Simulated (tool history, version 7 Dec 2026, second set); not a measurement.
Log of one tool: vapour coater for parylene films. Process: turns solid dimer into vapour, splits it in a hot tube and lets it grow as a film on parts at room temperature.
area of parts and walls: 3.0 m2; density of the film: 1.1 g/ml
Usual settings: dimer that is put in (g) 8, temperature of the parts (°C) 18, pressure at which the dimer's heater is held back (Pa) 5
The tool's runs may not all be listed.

run	hour	dimer that is put in (g)	temperature of the parts (°C)	pressure at which the dimer's heater is held back (Pa)	thickness of the film (um)
1	0	8	18	5	1.11
2	44.3	8	18	2.41	1.2
3	70.4	8	18	2.41	1.19
4	99.5	8	18	2.41	1.18
5	129.1	8	18	2.41	1.2
# hour 151.1: trap's valve overhauled
6	161.9	8	18	2.41	1.3
7	185.9	8	18	2.57	1.29
8	216.2	8	18	7.57	1.11
9	255.8	8	18	7.57	1.09
10	277.6	8	18	7.57	1.09
11	298.7	8	18	4.68	1.17
12	327.1	3	18	9.74	0.38
13	363	3	18	9.74	0.39
14	393.6	3	18	9.74	0.41
15	429.7	9	17	2.91	1.4
16	474.8	13	11	5	2.09
17	504.2	8	18	2.88	1.2
18	550	4	18	2.79	0.62
19	587.8	4	18	2.79	0.58

Forecast each of these 4 alternatives for the next run:
A	633.2	8	30	5	?
B	633.2	12	12	2.79	?
C	633.2	8	18	5.92	?
D	633.2	8	10	5	?

run	thickness of the film (um)
A	0.88
B	2.01
C	1.06
D	1.28
Without the tool's hidden state the same runs would have given:
run	thickness of the film (um)
A	0.95
B	2.18
C	1.15
D	1.38
